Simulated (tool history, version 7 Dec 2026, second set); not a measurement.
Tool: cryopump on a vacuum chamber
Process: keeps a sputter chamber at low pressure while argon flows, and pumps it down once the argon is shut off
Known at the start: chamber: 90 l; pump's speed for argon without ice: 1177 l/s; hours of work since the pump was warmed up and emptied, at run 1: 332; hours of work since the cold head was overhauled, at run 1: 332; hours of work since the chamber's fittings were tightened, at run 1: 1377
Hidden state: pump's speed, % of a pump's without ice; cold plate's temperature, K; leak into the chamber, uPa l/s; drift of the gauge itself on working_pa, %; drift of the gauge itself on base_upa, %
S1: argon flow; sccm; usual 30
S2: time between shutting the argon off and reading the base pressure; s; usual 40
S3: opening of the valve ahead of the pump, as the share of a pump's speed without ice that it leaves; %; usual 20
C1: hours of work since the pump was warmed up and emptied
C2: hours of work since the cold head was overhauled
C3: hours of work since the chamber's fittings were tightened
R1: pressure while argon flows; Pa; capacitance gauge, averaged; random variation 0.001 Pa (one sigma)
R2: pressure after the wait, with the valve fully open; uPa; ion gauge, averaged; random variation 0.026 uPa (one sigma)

run 1 hour=0 | S1=30 S2=40 S3=20 | C1=332 C2=332 C3=1377 | R1=0.2257 R2=1.86
run 2 hour=47.8 | S1=30 S2=40 S3=20 | C1=359 C2=359 C3=1404 | R1=0.2255 R2=1.92
run 3 hour=90.4 | S1=30 S2=40 S3=20 | C1=384 C2=384 C3=1429 | R1=0.2286 R2=1.96
run 4 hour=116.9 | S1=30 S2=40 S3=20 | C1=399 C2=399 C3=1444 | R1=0.226 R2=1.97
run 5 hour=144.3 | S1=30 S2=40 S3=20 | C1=415 C2=415 C3=1460 | R1=0.2291 R2=2
run 6 hour=189.9 | S1=33 S2=40 S3=20 | C1=441 C2=441 C3=1486 | R1=0.2528 R2=2.03
run 7 hour=219.5 | S1=33 S2=40 S3=20 | C1=458 C2=458 C3=1503 | R1=0.2538 R2=2.05
run 8 hour=258.5 | S1=33 S2=40 S3=20 | C1=480 C2=480 C3=1525 | R1=0.255 R2=2.13
run 9 hour=306 | S1=30 S2=40 S3=37 | C1=508 C2=508 C3=1553 | R1=0.1347 R2=2.15
run 10 hour=342.8 | S1=34 S2=40 S3=20 | C1=529 C2=529 C3=1574 | R1=0.2671 R2=2.18
-- hour=363.4 pump warmed up, emptied and cooled again
run 11 hour=394.4 | S1=34 S2=40 S3=20 | C1=18 C2=556 C3=1601 | R1=0.2447 R2=1.8
run 12 hour=440.9 | S1=19 S2=40 S3=20 | C1=45 C2=582 C3=1627 | R1=0.1378 R2=1.89
run 13 hour=480.3 | S1=19 S2=40 S3=20 | C1=67 C2=605 C3=1650 | R1=0.1377 R2=1.86
run 14 hour=528.6 | S1=19 S2=40 S3=20 | C1=95 C2=633 C3=1678 | R1=0.1382 R2=1.85
run 15 hour=573.8 | S1=30 S2=64 S3=20 | C1=121 C2=659 C3=1704 | R1=0.2183 R2=1.61
run 16 hour=602.7 | S1=30 S2=64 S3=20 | C1=138 C2=675 C3=1720 | R1=0.2209 R2=1.64
run 17 hour=652.3 | S1=30 S2=64 S3=20 | C1=166 C2=704 C3=1749 | R1=0.2202 R2=1.67
run 18 hour=690.1 | S1=51 S2=64 S3=42 | C1=188 C2=726 C3=1771 | R1=0.1864 R2=1.72
run 19 hour=720.4 | S1=58 S2=79 S3=20 | C1=205 C2=743 C3=1788 | R1=0.4247 R2=1.58
run 20 hour=758 | S1=58 S2=279 S3=17 | C1=227 C2=765 C3=1810 | R1=0.5027 R2=1.35
run 21 hour=800.1 | S1=12 S2=123 S3=34 | C1=251 C2=789 C3=1834 | R1=0.0533 R2=1.58
run 22 hour=849.3 | S1=12 S2=134 S3=20 | C1=279 C2=817 C3=1862 | R1=0.0891 R2=1.56
run 23 hour=892.8 | S1=51 S2=136 S3=43 | C1=304 C2=842 C3=1887 | R1=0.1869 R2=1.57
run 24 hour=925.8 | S1=32 S2=146 S3=36 | C1=323 C2=861 C3=1906 | R1=0.1388 R2=1.67
run 25 hour=964.2 | S1=30 S2=193 S3=35 | C1=345 C2=883 C3=1928 | R1=0.134 R2=1.55
run 26 hour=986.7 | S1=36 S2=193 S3=35 | C1=358 C2=896 C3=1941 | R1=0.1621 R2=1.6
run 27 hour=1019.3 | S1=22 S2=132 S3=35 | C1=377 C2=915 C3=1960 | R1=0.1002 R2=1.69
run 28 hour=1050.7 | S1=30 S2=58 S3=57 | C1=395 C2=933 C3=1978 | R1=0.0889 R2=2.07
run 29 hour=1096 | S1=23 S2=58 S3=25 | C1=421 C2=959 C3=2004 | R1=0.1442 R2=2.04
run 30 hour=1129.5 | S1=14 S2=40 S3=20 | C1=440 C2=978 C3=2023 | R1=0.1092 R2=2.32
run 31 hour=1163.6 | S1=32 S2=269 S3=20 | C1=460 C2=998 C3=2043 | R1=0.2478 R2=1.71
run 32 hour=1202.3 | S1=41 S2=40 S3=50 | C1=482 C2=1020 C3=2065 | R1=0.1423 R2=2.46
run 33 hour=1225.5 | S1=15 S2=40 S3=20 | C1=496 C2=1033 C3=2078 | R1=0.1171 R2=2.43
run 34 hour=1266.6 | S1=15 S2=40 S3=56 | C1=519 C2=1057 C3=2102 | R1=0.0476 R2=2.58

Forecast each of these 3 alternatives for the next run:
-- hour=1302.3 pump warmed up, emptied and cooled again
run A hour=1304.9 | S1=36 S2=81 S3=23 | C1=1 C2=1076 C3=2121 | R1=? R2=?
-- hour=1302.3 pump warmed up, emptied and cooled again
run B hour=1304.9 | S1=15 S2=40 S3=35 | C1=1 C2=1076 C3=2121 | R1=? R2=?
-- hour=1302.3 pump warmed up, emptied and cooled again
run C hour=1304.9 | S1=29 S2=222 S3=27 | C1=1 C2=1076 C3=2121 | R1=? R2=?

run=A R1=0.2264 R2=1.57
run=B R1=0.062 R2=2.07
run=C R1=0.1558 R2=1.33
Without the tool's hidden state the same runs would have given:
run=A R1=0.2254 R2=0.64
run=B R1=0.0616 R2=1.1
run=C R1=0.155 R2=0.39
